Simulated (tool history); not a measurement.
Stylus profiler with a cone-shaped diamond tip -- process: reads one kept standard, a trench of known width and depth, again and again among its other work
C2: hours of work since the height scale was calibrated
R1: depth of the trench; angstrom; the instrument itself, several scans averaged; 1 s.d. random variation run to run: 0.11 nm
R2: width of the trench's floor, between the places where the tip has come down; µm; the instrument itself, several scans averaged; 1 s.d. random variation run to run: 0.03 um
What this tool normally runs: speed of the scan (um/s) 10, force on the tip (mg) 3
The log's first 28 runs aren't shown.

Run 29, hour 770.4: usual settings but speed of the scan (um/s) 7, force on the tip (mg) 1.92; scans with this tip 2430; C2 49. Result: R1 2016.1 angstrom, R2 46.81 µm.
At hour 775: height scale calibrated on a step standard, once more.
Run 30, hour 788.7: usual settings but speed of the scan (um/s) 7, force on the tip (mg) 1.92; scans with this tip 2477; C2 6. Result: R1 2025.2 angstrom, R2 46.76 µm.
Run 31, hour 810: usual settings but speed of the scan (um/s) 7, force on the tip (mg) 1.92; scans with this tip 2535; C2 14. Result: R1 2024.9 angstrom, R2 46.74 µm.
Run 32, hour 849.5: usual settings but speed of the scan (um/s) 7, force on the tip (mg) 1.92; scans with this tip 2641; C2 30. Result: R1 2024.3 angstrom, R2 46.74 µm.
Run 33, hour 869.7: usual settings but speed of the scan (um/s) 7, force on the tip (mg) 1.92; scans with this tip 2695; C2 38. Result: R1 2023.3 angstrom, R2 46.73 µm.
Run 34, hour 896.7: usual settings but speed of the scan (um/s) 7, force on the tip (mg) 1.92; scans with this tip 2768; C2 49. Result: R1 2022.7 angstrom, R2 46.76 µm.
Run 35, hour 928.2: usual settings but speed of the scan (um/s) 4, force on the tip (mg) 8.65; scans with this tip 2852; C2 62. Result: R1 2061.7 angstrom, R2 46.78 µm.
Run 36, hour 958.1: usual settings but speed of the scan (um/s) 23, force on the tip (mg) 2.01; scans with this tip 2933; C2 74. Result: R1 2022.9 angstrom, R2 46.6 µm.
Run 37, hour 982.4: usual settings but speed of the scan (um/s) 23, force on the tip (mg) 2.01; scans with this tip 2998; C2 84. Result: R1 2026.4 angstrom, R2 46.62 µm.
Run 38, hour 1018.6: usual settings but speed of the scan (um/s) 23, force on the tip (mg) 1.17; scans with this tip 3095; C2 99. Result: R1 2014.9 angstrom, R2 46.59 µm.
Run 39, hour 1049.6: usual settings but speed of the scan (um/s) 7, force on the tip (mg) 1.53; scans with this tip 3179; C2 111. Result: R1 2019.3 angstrom, R2 46.65 µm.
Run 40, hour 1084.2: usual settings but speed of the scan (um/s) 7, force on the tip (mg) 1.53; scans with this tip 3272; C2 125. Result: R1 2019.8 angstrom, R2 46.66 µm.
Run 41, hour 1113.2: usual settings but force on the tip (mg) 7.49; scans with this tip 3350; C2 137. Result: R1 2053.8 angstrom, R2 46.73 µm.
Run 42, hour 1135.4: usual settings but speed of the scan (um/s) 13; scans with this tip 3409; C2 146. Result: R1 2029.9 angstrom, R2 46.58 µm.
Run 43, hour 1167.4: usual settings but speed of the scan (um/s) 13; scans with this tip 3495; C2 159. Result: R1 2028.5 angstrom, R2 46.63 µm.
Run 44, hour 1195.9: usual settings but speed of the scan (um/s) 5, force on the tip (mg) 5.01; scans with this tip 3572; C2 171. Result: R1 2041.1 angstrom, R2 46.62 µm.
Run 45, hour 1215.2: usual settings but speed of the scan (um/s) 37, force on the tip (mg) 1.49; scans with this tip 3624; C2 178. Result: R1 2015.8 angstrom, R2 46.44 µm.
Run 46, hour 1250.8: usual settings but speed of the scan (um/s) 37, force on the tip (mg) 1.49; scans with this tip 3720; C2 193. Result: R1 2019.8 angstrom, R2 46.43 µm.
Run 47, hour 1288.5: usual settings but speed of the scan (um/s) 4, force on the tip (mg) 1.83; scans with this tip 3821; C2 208. Result: R1 2021.6 angstrom, R2 46.58 µm.

Below are 3 alternative next runs, each starting from the tool's condition after run 47. Predict each:
Run A, hour 1321.2: usual settings but force on the tip (mg) 4.5; scans with this tip 3909; C2 221. Result: R1 ?, R2 ?.
Run B, hour 1321.2: usual settings but speed of the scan (um/s) 5, force on the tip (mg) 3.27; scans with this tip 3909; C2 221. Result: R1 ?, R2 ?.
Run C, hour 1321.2: usual settings but speed of the scan (um/s) 5, force on the tip (mg) 6.85; scans with this tip 3909; C2 221. Result: R1 ?, R2 ?.

run      R1     R2
  A  2037.7  46.54
  B  2030.1  46.58
  C    2051  46.61
With no hidden state in the tool, these same runs would have given:
run      R1     R2
  A  2038.8  47.15
  B  2031.3  47.19
  C  2052.2  47.22
